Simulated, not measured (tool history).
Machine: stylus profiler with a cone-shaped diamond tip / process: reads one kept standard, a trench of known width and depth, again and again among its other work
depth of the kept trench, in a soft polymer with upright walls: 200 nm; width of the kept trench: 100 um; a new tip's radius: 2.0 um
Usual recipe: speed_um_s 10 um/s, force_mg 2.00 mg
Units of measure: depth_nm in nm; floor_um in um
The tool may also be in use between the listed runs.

run,day,speed_um_s,force_mg,depth_nm,floor_um
1,0.000,10,2.00,202.87,97.68
2,0.488,3,2.00,202.81,97.74
3,1.017,3,2.00,202.72,97.78
4,1.862,3,2.00,202.85,97.70
5,2.846,3,2.00,203.05,97.70
6,3.504,3,2.00,202.75,97.71
7,4.108,3,4.10,204.17,97.67
8,4.608,10,2.00,202.80,97.67
9,5.233,10,2.00,202.76,97.66
10,5.808,10,2.00,202.75,97.63
11,6.658,10,2.00,202.90,97.67
12,7.521,10,2.00,203.06,97.64
13,8.550,10,2.00,202.88,97.63
# day 8.625: height scale calibrated on a step standard
14,9.300,10,2.00,202.92,97.65
15,10.333,10,2.00,203.05,97.60
# day 10.875: height scale calibrated on a step standard, once more
16,11.038,10,2.00,202.54,97.60
17,12.075,7,2.00,202.46,97.57
18,13.125,10,2.00,202.35,97.58
19,13.608,10,2.00,202.41,97.62
20,14.283,10,2.00,202.40,97.52
21,14.979,10,2.28,202.60,97.48
22,15.925,10,2.00,202.24,97.55
23,16.779,10,1.57,202.09,97.55
24,17.388,8,1.33,201.97,97.49
25,18.225,8,1.33,202.07,97.51
26,18.954,29,4.38,204.14,97.44
27,19.712,17,1.48,202.04,97.45
28,20.571,2,1.19,201.73,97.51
29,21.558,10,4.22,203.90,97.54
30,22.604,7,2.57,202.89,97.52
31,23.654,2,1.84,202.33,97.54
32,24.558,2,1.84,202.48,97.49
33,25.292,2,1.84,202.54,97.48
34,26.042,8,1.84,202.31,97.52
35,26.508,10,4.81,204.37,97.48
36,27.233,10,4.81,204.51,97.45
37,28.129,9,1.79,202.52,97.40
38,29.154,11,5.26,204.62,97.38
39,29.783,11,5.26,204.70,97.43
40,30.579,29,3.73,203.77,97.37
41,31.250,29,3.73,203.83,97.32
42,32.212,29,3.73,203.82,97.33
43,33.304,9,2.05,202.50,97.39
44,33.908,6,0.89,201.63,97.35
45,34.912,6,0.89,201.68,97.43
46,35.754,6,0.89,201.66,97.36

Each row is a separate what-if for the run after 46, all from the same tool condition, not one after another. Results?
A,36.271,24,0.75,?,?
B,36.271,32,1.05,?,?
C,36.271,22,1.59,?,?

run,depth_nm,floor_um
A,201.36,97.19
B,202.01,97.15
C,202.30,97.27
The same runs, with their run-to-run variation unchanged, on a tool lacking any hidden condition would have given:
run,depth_nm,floor_um
A,201.10,98.03
B,201.75,97.99
C,202.04,98.10
